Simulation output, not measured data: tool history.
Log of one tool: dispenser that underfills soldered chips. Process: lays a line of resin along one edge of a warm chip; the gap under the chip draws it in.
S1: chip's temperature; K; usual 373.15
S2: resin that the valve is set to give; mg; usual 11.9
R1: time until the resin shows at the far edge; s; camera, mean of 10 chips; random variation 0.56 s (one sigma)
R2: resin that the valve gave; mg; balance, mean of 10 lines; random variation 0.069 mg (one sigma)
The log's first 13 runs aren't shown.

run,hour,S1,S2,R1,R2
# hour 148.4: new syringe of resin
14,157.3,373.15,11.9,76.9,11.46
# hour 164.7: new syringe of resin
15,168.5,373.15,11.9,55,11.4
# hour 180.9: new syringe of resin
16,181.1,373.15,11.9,43.8,11.43
17,193,373.15,11.9,90.8,11.17
# hour 196.6: new syringe of resin
18,201.1,370.15,12,62.5,11.24
# hour 212.8: new syringe of resin
19,214.5,359.15,13.2,78.8,12.2
20,222,365.15,13.9,97.5,12.82
# hour 229: new syringe of resin
21,233.5,382.15,13.4,42.2,12.19
22,243.3,387.15,13.9,65.4,12.57
# hour 244.9: new syringe of resin
23,258.8,376.15,12.9,89.6,11.53
# hour 261.1: new syringe of resin
24,268.6,384.15,14.1,45.1,12.56
# hour 277.6: new syringe of resin
25,282.2,360.15,11.8,90,10.41
# hour 293.6: new syringe of resin
26,293.6,373.15,14.6,41.2,12.66
# hour 302.1: dispensing valve cleaned and set on the balance
27,303.3,379.15,12,59.3,11.95
# hour 310.5: new syringe of resin
28,315.8,362.15,13.5,81.5,13.44
29,325,366.15,13.9,126.3,13.83
# hour 326: new syringe of resin
30,338.2,366.15,13.9,106.6,13.62
# hour 341.7: new syringe of resin
31,347,373.15,15.3,55.7,14.89
32,356,365.15,14.5,125.4,13.99
# hour 357.8: new syringe of resin
33,365.2,365.15,14.5,82.9,13.91
34,372.3,367.15,11.9,127.2,11.29

4 ways to go on from here, each from the tool as it stands after run 34. What would each give?
# hour 373.7: new syringe of resin
A,384.4,382.15,11.9,?,?
# hour 373.7: new syringe of resin
B,384.4,380.15,15.3,?,?
# hour 373.7: new syringe of resin
C,384.4,383.15,11.9,?,?
# hour 373.7: new syringe of resin
D,384.4,375.15,13.2,?,?

run,R1,R2
A,59.7,11.13
B,62.1,14.48
C,58.3,11.09
D,74.7,12.43
Without the tool's hidden state the same runs would have given:
run,R1,R2
A,34.9,11.81
B,36.9,15.37
C,34,11.77
D,44.4,13.19
